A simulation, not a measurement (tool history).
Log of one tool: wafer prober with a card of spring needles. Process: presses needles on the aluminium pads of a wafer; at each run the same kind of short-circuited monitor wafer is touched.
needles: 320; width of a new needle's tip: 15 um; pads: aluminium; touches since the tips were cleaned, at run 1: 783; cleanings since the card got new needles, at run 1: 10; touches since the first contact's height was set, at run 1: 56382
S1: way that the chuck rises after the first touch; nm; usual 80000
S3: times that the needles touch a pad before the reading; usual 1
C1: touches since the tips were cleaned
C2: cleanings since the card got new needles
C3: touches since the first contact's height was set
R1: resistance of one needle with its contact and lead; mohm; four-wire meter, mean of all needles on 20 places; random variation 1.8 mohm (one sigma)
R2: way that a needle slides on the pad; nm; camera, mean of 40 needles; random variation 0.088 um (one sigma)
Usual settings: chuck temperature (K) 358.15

Run 1, day 0.000: usual settings; C1 783; C2 10; C3 56382. Result: R1 198 mohm, R2 21300 nm.
At day 0.417: tips cleaned on abrasive film.
At day 0.938: tips cleaned on abrasive film.
At day 1.458: tips cleaned on abrasive film.
Run 2, day 1.696: usual settings but chuck temperature (K) 342.15; C1 2799; C2 13; C3 76103. Result: R1 207 mohm, R2 21400 nm.
At day 1.908: tips cleaned on abrasive film.
At day 2.325: tips cleaned on abrasive film.
At day 2.842: tips cleaned on abrasive film.
At day 3.362: tips cleaned on abrasive film.
At day 3.779: tips cleaned on abrasive film.
At day 4.300: tips cleaned on abrasive film.
At day 4.821: tips cleaned on abrasive film.
At day 5.342: tips cleaned on abrasive film.
Run 3, day 5.671: usual settings but S1 63000 nm; C1 3876; C2 21; C3 122282. Result: R1 232 mohm, R2 16670 nm.
At day 5.779: tips cleaned on abrasive film.
At day 6.196: tips cleaned on abrasive film.
At day 6.612: tips cleaned on abrasive film.
At day 7.133: tips cleaned on abrasive film.
At day 7.654: tips cleaned on abrasive film.
At day 8.171: tips cleaned on abrasive film.
At day 8.692: tips cleaned on abrasive film.
At day 9.212: tips cleaned on abrasive film.
At day 9.688: tips cleaned on abrasive film.
Run 4, day 9.688: usual settings but S1 63000 nm; C1 0; C2 30; C3 168899. Result: R1 198 mohm, R2 16410 nm.
At day 10.104: tips cleaned on abrasive film.
At day 10.529: height of the first contact set anew.
At day 10.638: tips cleaned on abrasive film.
At day 11.158: tips cleaned on abrasive film.
At day 11.679: tips cleaned on abrasive film.
At day 12.096: tips cleaned on abrasive film.
At day 12.612: tips cleaned on abrasive film.
At day 13.029: tips cleaned on abrasive film.
Run 5, day 13.217: usual settings but S1 63000 nm; C1 2180; C2 37; C3 31189. Result: R1 216 mohm, R2 16890 nm.
At day 13.529: tips cleaned on abrasive film.
At day 13.946: tips cleaned on abrasive film.
At day 14.362: tips cleaned on abrasive film.
At day 14.779: tips cleaned on abrasive film.
At day 15.300: tips cleaned on abrasive film.
Run 6, day 15.538: usual settings but S1 63000 nm; C1 2765; C2 42; C3 58127. Result: R1 222 mohm, R2 16700 nm.
At day 15.746: tips cleaned on abrasive film.
At day 16.167: tips cleaned on abrasive film.
At day 16.583: tips cleaned on abrasive film.
At day 17.100: tips cleaned on abrasive film.
At day 17.517: tips cleaned on abrasive film.
At day 17.933: tips cleaned on abrasive film.
Run 7, day 17.988: usual settings but S1 63000 nm; C1 616; C2 48; C3 86544. Result: R1 203 mohm, R2 16660 nm.
At day 18.404: tips cleaned on abrasive film.
At day 18.821: tips cleaned on abrasive film.
At day 19.238: tips cleaned on abrasive film.
At day 19.654: tips cleaned on abrasive film.
At day 20.175: tips cleaned on abrasive film.
At day 20.696: tips cleaned on abrasive film.
At day 21.112: tips cleaned on abrasive film.
At day 21.529: tips cleaned on abrasive film.
Run 8, day 21.800: usual settings but S1 63000 nm; C1 3158; C2 56; C3 130797. Result: R1 227 mohm, R2 16420 nm.
At day 22.008: tips cleaned on abrasive film.
At day 22.425: tips cleaned on abrasive film.
At day 22.946: tips cleaned on abrasive film.
At day 23.362: tips cleaned on abrasive film.
At day 23.779: tips cleaned on abrasive film.
Run 9, day 23.867: usual settings but S1 63000 nm; C1 1032; C2 61; C3 154795. Result: R1 210 mohm, R2 16270 nm.
At day 24.283: tips cleaned on abrasive film.
At day 24.804: tips cleaned on abrasive film.
At day 25.325: tips cleaned on abrasive film.
At day 25.742: tips cleaned on abrasive film.
At day 25.858: height of the first contact set anew.
At day 26.171: tips cleaned on abrasive film.
At day 26.692: tips cleaned on abrasive film.
At day 27.212: tips cleaned on abrasive film.
Run 10, day 27.621: usual settings but S1 63000 nm; C1 4808; C2 68; C3 20521. Result: R1 235 mohm, R2 16860 nm.
At day 27.729: tips cleaned on abrasive film.
At day 28.146: tips cleaned on abrasive film.
At day 28.562: tips cleaned on abrasive film.
At day 28.979: tips cleaned on abrasive film.
At day 29.500: tips cleaned on abrasive film.
At day 29.917: tips cleaned on abrasive film.
Run 11, day 29.954: usual settings but S1 63000 nm; C1 447; C2 74; C3 47559. Result: R1 201 mohm, R2 16770 nm.
At day 30.371: tips cleaned on abrasive film.
At day 30.892: tips cleaned on abrasive film.
At day 31.412: tips cleaned on abrasive film.
At day 31.933: tips cleaned on abrasive film.
At day 32.450: tips cleaned on abrasive film.
At day 32.971: tips cleaned on abrasive film.
Run 12, day 33.108: usual settings but S1 66000 nm, chuck temperature (K) 312.15, S3 2; C1 1582; C2 80; C3 84194. Result: R1 195 mohm, R2 17500 nm.
At day 33.421: tips cleaned on abrasive film.
At day 33.838: tips cleaned on abrasive film.
At day 34.254: tips cleaned on abrasive film.
At day 34.775: tips cleaned on abrasive film.
At day 35.192: tips cleaned on abrasive film.
At day 35.608: tips cleaned on abrasive film.
At day 36.129: tips cleaned on abrasive film.
At day 36.546: tips cleaned on abrasive film.
At day 37.062: tips cleaned on abrasive film.
Run 13, day 37.067: usual settings but S1 65000 nm, chuck temperature (K) 299.15; C1 44; C2 89; C3 130166. Result: R1 185 mohm, R2 17150 nm.
At day 37.483: tips cleaned on abrasive film.
At day 38.004: tips cleaned on abrasive film.
At day 38.525: tips cleaned on abrasive film.
At day 39.046: tips cleaned on abrasive film.
Run 14, day 39.433: usual settings but S1 74000 nm, chuck temperature (K) 299.15; C1 4534; C2 93; C3 157659. Result: R1 216 mohm, R2 19410 nm.
At day 39.538: tips cleaned on abrasive film.
At day 39.954: tips cleaned on abrasive film.
At day 40.371: tips cleaned on abrasive film.
At day 40.892: tips cleaned on abrasive film.
At day 41.212: height of the first contact set anew.
At day 41.425: tips cleaned on abrasive film.
At day 41.842: tips cleaned on abrasive film.
Run 15, day 42.029: usual settings but S1 74000 nm, chuck temperature (K) 299.15; C1 2181; C2 99; C3 9434. Result: R1 201 mohm, R2 19950 nm.
At day 42.342: tips cleaned on abrasive film.
At day 42.862: tips cleaned on abrasive film.
At day 43.383: tips cleaned on abrasive film.
At day 43.900: tips cleaned on abrasive film.
At day 44.317: tips cleaned on abrasive film.
Run 16, day 44.679: usual settings but S1 64000 nm; C1 4224; C2 104; C3 40249. Result: R1 236 mohm, R2 17040 nm.
At day 44.788: tips cleaned on abrasive film.
At day 45.204: tips cleaned on abrasive film.
At day 45.621: tips cleaned on abrasive film.
At day 46.142: tips cleaned on abrasive film.
At day 46.558: tips cleaned on abrasive film.
Run 17, day 46.646: usual settings but chuck temperature (K) 354.15, S3 2; C1 1016; C2 109; C3 63021. Result: R1 197 mohm, R2 21400 nm.
At day 47.062: tips cleaned on abrasive film.
At day 47.579: tips cleaned on abrasive film.
At day 48.100: tips cleaned on abrasive film.
At day 48.517: tips cleaned on abrasive film.
Run 18, day 48.629: usual settings but chuck temperature (K) 354.15, S3 2; C1 1294; C2 113; C3 86071. Result: R1 199 mohm, R2 21200 nm.
At day 48.942: tips cleaned on abrasive film.
At day 49.358: tips cleaned on abrasive film.
At day 49.879: tips cleaned on abrasive film.
At day 50.296: tips cleaned on abrasive film.
At day 50.712: tips cleaned on abrasive film.
At day 51.233: tips cleaned on abrasive film.
At day 51.650: tips cleaned on abrasive film.
Run 19, day 51.738: usual settings but chuck temperature (K) 354.15, S3 2; C1 1026; C2 120; C3 122146. Result: R1 193 mohm, R2 21200 nm.
At day 52.154: tips cleaned on abrasive film.
At day 52.571: tips cleaned on abrasive film.
At day 53.092: tips cleaned on abrasive film.
At day 53.508: tips cleaned on abrasive film.
At day 53.925: tips cleaned on abrasive film.
At day 54.446: tips cleaned on abrasive film.
At day 54.962: tips cleaned on abrasive film.
Run 20, day 55.250: usual settings but chuck temperature (K) 354.15, S3 2; C1 3367; C2 127; C3 162983. Result: R1 206 mohm, R2 20880 nm.
At day 55.462: tips cleaned on abrasive film.
At day 55.983: tips cleaned on abrasive film.
At day 56.400: tips cleaned on abrasive film.
At day 56.617: height of the first contact set anew.
At day 56.829: tips cleaned on abrasive film.
At day 57.350: tips cleaned on abrasive film.
Run 21, day 57.738: usual settings but chuck temperature (K) 354.15, S3 2; C1 4545; C2 132; C3 13006. Result: R1 210 mohm, R2 21430 nm.
At day 57.842: tips cleaned on abrasive film.
At day 58.362: tips cleaned on abrasive film.
At day 58.779: tips cleaned on abrasive film.
At day 59.300: tips cleaned on abrasive film.
Run 22, day 59.417: usual settings but S1 63000 nm, chuck temperature (K) 354.15, S3 2; C1 1380; C2 136; C3 32517. Result: R1 207 mohm, R2 16750 nm.

3 ways to go on from here, each from the tool as it stands after run 22. What would each give?
At day 59.733: tips cleaned on abrasive film.
At day 60.150: tips cleaned on abrasive film.
At day 60.671: tips cleaned on abrasive film.
At day 61.188: tips cleaned on abrasive film.
At day 61.604: tips cleaned on abrasive film.
At day 62.125: tips cleaned on abrasive film.
At day 62.646: tips cleaned on abrasive film.
At day 63.062: tips cleaned on abrasive film.
Run A, day 63.171: usual settings but S1 79000 nm, chuck temperature (K) 371.15, S3 2; C1 1247; C2 144; C3 76071. Result: R1 ?, R2 ?.
At day 59.733: tips cleaned on abrasive film.
At day 60.150: tips cleaned on abrasive film.
At day 60.671: tips cleaned on abrasive film.
At day 61.188: tips cleaned on abrasive film.
At day 61.604: tips cleaned on abrasive film.
At day 62.125: tips cleaned on abrasive film.
At day 62.646: tips cleaned on abrasive film.
At day 63.062: tips cleaned on abrasive film.
Run B, day 63.171: usual settings but S3 2; C1 1247; C2 144; C3 76071. Result: R1 ?, R2 ?.
At day 59.733: tips cleaned on abrasive film.
At day 60.150: tips cleaned on abrasive film.
At day 60.671: tips cleaned on abrasive film.
At day 61.188: tips cleaned on abrasive film.
At day 61.604: tips cleaned on abrasive film.
At day 62.125: tips cleaned on abrasive film.
At day 62.646: tips cleaned on abrasive film.
At day 63.062: tips cleaned on abrasive film.
Run C, day 63.171: usual settings but chuck temperature (K) 305.15; C1 1247; C2 144; C3 76071. Result: R1 ?, R2 ?.

run   R1     R2
  A  201  20950
  B  199  21350
  C  193  21240
Without the tool's hidden state the same runs would have given:
run   R1     R2
  A  192  21170
  B  190  21580
  C  178  21470
